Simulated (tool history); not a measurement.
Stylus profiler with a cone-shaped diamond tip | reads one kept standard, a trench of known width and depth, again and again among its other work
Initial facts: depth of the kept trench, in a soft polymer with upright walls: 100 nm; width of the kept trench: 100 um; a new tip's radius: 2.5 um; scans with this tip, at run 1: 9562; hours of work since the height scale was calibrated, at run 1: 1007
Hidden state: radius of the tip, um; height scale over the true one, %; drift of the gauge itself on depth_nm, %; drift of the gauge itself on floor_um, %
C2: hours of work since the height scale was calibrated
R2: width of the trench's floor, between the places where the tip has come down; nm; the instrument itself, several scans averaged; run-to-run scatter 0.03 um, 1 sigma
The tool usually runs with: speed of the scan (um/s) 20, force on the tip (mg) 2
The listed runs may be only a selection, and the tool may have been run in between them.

run 1 hour=0 | speed_of_the_scan_(um/s)=20 force_on_the_tip_(mg)=2 | scans_with_this_tip=9562 C2=1007 | depth_of_the_trench_(Å)=1007.5 R2=98230
run 2 hour=26.7 | speed_of_the_scan_(um/s)=10 force_on_the_tip_(mg)=2 | scans_with_this_tip=9719 C2=1024 | depth_of_the_trench_(Å)=1006.8 R2=98250
run 3 hour=76.6 | speed_of_the_scan_(um/s)=20 force_on_the_tip_(mg)=0.74 | scans_with_this_tip=10012 C2=1054 | depth_of_the_trench_(Å)=1003.3 R2=98100
run 4 hour=99.5 | speed_of_the_scan_(um/s)=20 force_on_the_tip_(mg)=0.67 | scans_with_this_tip=10146 C2=1068 | depth_of_the_trench_(Å)=1002.7 R2=98130
run 5 hour=151.9 | speed_of_the_scan_(um/s)=20 force_on_the_tip_(mg)=0.67 | scans_with_this_tip=10453 C2=1101 | depth_of_the_trench_(Å)=1002.6 R2=98100
run 6 hour=204.3 | speed_of_the_scan_(um/s)=20 force_on_the_tip_(mg)=2.22 | scans_with_this_tip=10759 C2=1133 | depth_of_the_trench_(Å)=1007.7 R2=98170
run 7 hour=249.1 | speed_of_the_scan_(um/s)=20 force_on_the_tip_(mg)=2.22 | scans_with_this_tip=11023 C2=1161 | depth_of_the_trench_(Å)=1007.5 R2=98170
run 8 hour=279.4 | speed_of_the_scan_(um/s)=6 force_on_the_tip_(mg)=2.22 | scans_with_this_tip=11200 C2=1179 | depth_of_the_trench_(Å)=1007.8 R2=98200
run 9 hour=302.1 | speed_of_the_scan_(um/s)=6 force_on_the_tip_(mg)=2.22 | scans_with_this_tip=11333 C2=1193 | depth_of_the_trench_(Å)=1007.6 R2=98220
run 10 hour=350.2 | speed_of_the_scan_(um/s)=10 force_on_the_tip_(mg)=2.22 | scans_with_this_tip=11615 C2=1223 | depth_of_the_trench_(Å)=1007.3 R2=98130
run 11 hour=401.3 | speed_of_the_scan_(um/s)=20 force_on_the_tip_(mg)=2 | scans_with_this_tip=11914 C2=1255 | depth_of_the_trench_(Å)=1007.7 R2=98110
run 12 hour=449.2 | speed_of_the_scan_(um/s)=20 force_on_the_tip_(mg)=3.58 | scans_with_this_tip=12195 C2=1284 | depth_of_the_trench_(Å)=1011 R2=98120
run 13 hour=488.1 | speed_of_the_scan_(um/s)=20 force_on_the_tip_(mg)=3.58 | scans_with_this_tip=12423 C2=1308 | depth_of_the_trench_(Å)=1010.9 R2=98150
run 14 hour=531.3 | speed_of_the_scan_(um/s)=20 force_on_the_tip_(mg)=3.58 | scans_with_this_tip=12676 C2=1335 | depth_of_the_trench_(Å)=1011.4 R2=98110
run 15 hour=578.5 | speed_of_the_scan_(um/s)=20 force_on_the_tip_(mg)=3.58 | scans_with_this_tip=12952 C2=1364 | depth_of_the_trench_(Å)=1010.4 R2=98090
-- hour=594.8 height scale calibrated on a step standard
run 16 hour=621.4 | speed_of_the_scan_(um/s)=47 force_on_the_tip_(mg)=3.58 | scans_with_this_tip=13201 C2=16 | depth_of_the_trench_(Å)=1010.1 R2=98040
run 17 hour=655.2 | speed_of_the_scan_(um/s)=20 force_on_the_tip_(mg)=2 | scans_with_this_tip=13399 C2=37 | depth_of_the_trench_(Å)=1006.2 R2=98120
run 18 hour=677.1 | speed_of_the_scan_(um/s)=16 force_on_the_tip_(mg)=2 | scans_with_this_tip=13527 C2=51 | depth_of_the_trench_(Å)=1006.2 R2=98080
-- hour=702.7 height scale calibrated on a step standard, once more
run 19 hour=725.7 | speed_of_the_scan_(um/s)=16 force_on_the_tip_(mg)=2 | scans_with_this_tip=13809 C2=14 | depth_of_the_trench_(Å)=1008.5 R2=98060
run 20 hour=766.2 | speed_of_the_scan_(um/s)=20 force_on_the_tip_(mg)=0.93 | scans_with_this_tip=14046 C2=39 | depth_of_the_trench_(Å)=1005.3 R2=98040
run 21 hour=802 | speed_of_the_scan_(um/s)=5 force_on_the_tip_(mg)=2 | scans_with_this_tip=14257 C2=61 | depth_of_the_trench_(Å)=1008 R2=98110
run 22 hour=830.6 | speed_of_the_scan_(um/s)=5 force_on_the_tip_(mg)=2 | scans_with_this_tip=14424 C2=79 | depth_of_the_trench_(Å)=1008.5 R2=98100
run 23 hour=882.8 | speed_of_the_scan_(um/s)=9 force_on_the_tip_(mg)=2.02 | scans_with_this_tip=14730 C2=111 | depth_of_the_trench_(Å)=1008.9 R2=98050
run 24 hour=916.4 | speed_of_the_scan_(um/s)=20 force_on_the_tip_(mg)=0.87 | scans_with_this_tip=14927 C2=132 | depth_of_the_trench_(Å)=1004.2 R2=98020
run 25 hour=959.4 | speed_of_the_scan_(um/s)=20 force_on_the_tip_(mg)=0.87 | scans_with_this_tip=15179 C2=158 | depth_of_the_trench_(Å)=1004.3 R2=97980
run 26 hour=1005.5 | speed_of_the_scan_(um/s)=20 force_on_the_tip_(mg)=0.87 | scans_with_this_tip=15449 C2=187 | depth_of_the_trench_(Å)=1004.1 R2=98010
run 27 hour=1045.9 | speed_of_the_scan_(um/s)=8 force_on_the_tip_(mg)=5.78 | scans_with_this_tip=15686 C2=212 | depth_of_the_trench_(Å)=1017.1 R2=98070
run 28 hour=1086.6 | speed_of_the_scan_(um/s)=13 force_on_the_tip_(mg)=2.8 | scans_with_this_tip=15924 C2=237 | depth_of_the_trench_(Å)=1011.2 R2=98020
run 29 hour=1115.4 | speed_of_the_scan_(um/s)=13 force_on_the_tip_(mg)=1.64 | scans_with_this_tip=16093 C2=255 | depth_of_the_trench_(Å)=1006.7 R2=98010
run 30 hour=1164.7 | speed_of_the_scan_(um/s)=46 force_on_the_tip_(mg)=0.98 | scans_with_this_tip=16382 C2=285 | depth_of_the_trench_(Å)=1004.5 R2=97870
run 31 hour=1200.6 | speed_of_the_scan_(um/s)=46 force_on_the_tip_(mg)=1.84 | scans_with_this_tip=16592 C2=307 | depth_of_the_trench_(Å)=1007.4 R2=97900
run 32 hour=1239.2 | speed_of_the_scan_(um/s)=36 force_on_the_tip_(mg)=3.12 | scans_with_this_tip=16818 C2=331 | depth_of_the_trench_(Å)=1011.5 R2=97940
run 33 hour=1272.7 | speed_of_the_scan_(um/s)=36 force_on_the_tip_(mg)=3.12 | scans_with_this_tip=17015 C2=352 | depth_of_the_trench_(Å)=1011.3 R2=97990
run 34 hour=1311.5 | speed_of_the_scan_(um/s)=18 force_on_the_tip_(mg)=2 | scans_with_this_tip=17242 C2=376 | depth_of_the_trench_(Å)=1008.3 R2=97940
run 35 hour=1360.2 | speed_of_the_scan_(um/s)=18 force_on_the_tip_(mg)=2 | scans_with_this_tip=17527 C2=406 | depth_of_the_trench_(Å)=1007.8 R2=97990
run 36 hour=1394.1 | speed_of_the_scan_(um/s)=14 force_on_the_tip_(mg)=2.92 | scans_with_this_tip=17726 C2=427 | depth_of_the_trench_(Å)=1010.7 R2=98000
run 37 hour=1445.6 | speed_of_the_scan_(um/s)=14 force_on_the_tip_(mg)=2.92 | scans_with_this_tip=18028 C2=459 | depth_of_the_trench_(Å)=1010.4 R2=97970
run 38 hour=1498.3 | speed_of_the_scan_(um/s)=64 force_on_the_tip_(mg)=1.29 | scans_with_this_tip=18337 C2=491 | depth_of_the_trench_(Å)=1006.1 R2=97700
run 39 hour=1547.6 | speed_of_the_scan_(um/s)=17 force_on_the_tip_(mg)=1.5 | scans_with_this_tip=18626 C2=521 | depth_of_the_trench_(Å)=1006.6 R2=97910
run 40 hour=1584.6 | speed_of_the_scan_(um/s)=72 force_on_the_tip_(mg)=0.78 | scans_with_this_tip=18842 C2=544 | depth_of_the_trench_(Å)=1003.3 R2=97540
run 41 hour=1609.5 | speed_of_the_scan_(um/s)=9 force_on_the_tip_(mg)=2.68 | scans_with_this_tip=18989 C2=560 | depth_of_the_trench_(Å)=1009.6 R2=97940
run 42 hour=1648.8 | speed_of_the_scan_(um/s)=5 force_on_the_tip_(mg)=2.68 | scans_with_this_tip=19219 C2=584 | depth_of_the_trench_(Å)=1009.4 R2=97950
run 43 hour=1677.2 | speed_of_the_scan_(um/s)=5 force_on_the_tip_(mg)=2.68 | scans_with_this_tip=19385 C2=601 | depth_of_the_trench_(Å)=1009.6 R2=97980
run 44 hour=1728.8 | speed_of_the_scan_(um/s)=6 force_on_the_tip_(mg)=4.8 | scans_with_this_tip=19688 C2=633 | depth_of_the_trench_(Å)=1014.6 R2=98010

Hidden state at the last listed run before each entry between runs and at the first one after, where it differs:
Run 15 -> run 16: height scale calibrated on a step standard (hour 594.8)
  radius of the tip, um: 4.22 -> 4.25; height scale over the true one, %: -0.181 -> -0.255
  measured value less the no-hidden-state value, depth of the trench (Å): -1.8 -> -2.6; R2: -420 -> -430 nm
Run 18 -> run 19: height scale calibrated on a step standard, once more (hour 702.7)
  radius of the tip, um: 4.29 -> 4.33; height scale over the true one, %: -0.259 -> -0.009
  measured value less the no-hidden-state value, depth of the trench (Å): -2.7 -> -0.1; R2: -440 -> -450 nm

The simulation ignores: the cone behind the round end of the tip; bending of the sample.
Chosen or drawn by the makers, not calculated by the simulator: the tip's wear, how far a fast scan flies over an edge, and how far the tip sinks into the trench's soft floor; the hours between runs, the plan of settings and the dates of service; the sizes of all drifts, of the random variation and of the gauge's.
